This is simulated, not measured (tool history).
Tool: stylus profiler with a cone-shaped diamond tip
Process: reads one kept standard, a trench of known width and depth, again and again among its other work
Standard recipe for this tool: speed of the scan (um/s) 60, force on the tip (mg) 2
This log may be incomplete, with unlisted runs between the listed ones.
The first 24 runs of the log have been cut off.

run    hour  speed of the scan (um/s)  force on the tip (mg)  scans with this tip  hours of work since the height scale was calibrated  depth of the trench (angstrom)  width of the trench's floor (um)
 25  1694.8                        62                   0.73                13868                                                  231                         10070.4                             40.81
 26  1761.2                        62                   0.73                14212                                                  264                         10064.3                             40.81
 27  1808.8                       205                   0.73                14459                                                  288                         10072.2                             39.67
 28  1868.3                       205                   0.73                14768                                                  317                         10070.4                             39.57
 29  1908.5                       209                   4.51                14976                                                  337                         10213.5                             40.49
 30  1998.3                        92                   3.48                15442                                                  382                         10181.9                             40.69
 31  2038.8                        92                   3.48                15652                                                  403                         10186.4                             40.66
 32  2081.8                        92                   3.48                15875                                                  424                         10186.9                             40.66
 33  2134.7                        24                   3.45                16149                                                  450                         10184.4                             40.82
 34  2203.7                        89                   4.07                16507                                                  485                         10208.3                             40.56
 35  2256.4                        89                   4.07                16780                                                  511                         10213.3                             40.54
 36  2307.8                        52                   3.45                17047                                                  537                         10192.6                             40.58
 37  2391.4                        52                   3.45                17480                                                  579                         10199.5                             40.54
 38  2474.4                        52                   3.45                17911                                                  620                         10197.1                             40.47
 39  2557.7                        90                      2                18343                                                  662                         10147.9                             40.19
 40  2631.2                       165                   2.53                18724                                                  698                         10166.4                             39.94
 41  2671.8                        70                    5.2                18934                                                  719                         10255.4                             40.31
 42  2719.3                        70                    5.2                19181                                                  742                         10254.5                             40.27
 43    2772                        70                    5.2                19455                                                  769                         10257.7                             40.26
 44  2816.4                        20                   1.27                19685                                                  791                           10118                             40.26
 45  2861.4                        20                   1.27                19918                                                  813                         10124.4                             40.21

What if the next run were any one of these 4? Each begins from the tool's condition after run 45:
  A  2955.6                        20                    4.9                20407                                                  860                               ?                                 ?
  B  2955.6                        60                   5.13                20407                                                  860                               ?                                 ?
  C  2955.6                        60                   0.93                20407                                                  860                               ?                                 ?
  D  2955.6                        28                   3.12                20407                                                  860                               ?                                 ?

run  depth of the trench (angstrom)  width of the trench's floor (um)
  A                         10257.5                             40.25
  B                         10257.9                             40.13
  C                           10108                             39.88
  D                         10195.9                             40.25
With the hidden condition removed and each run's random variation left untouched, the same runs would have given:
run  depth of the trench (angstrom)  width of the trench's floor (um)
  A                           10218                             43.93
  B                         10218.3                             43.82
  C                         10069.1                             43.57
  D                         10156.6                             43.93
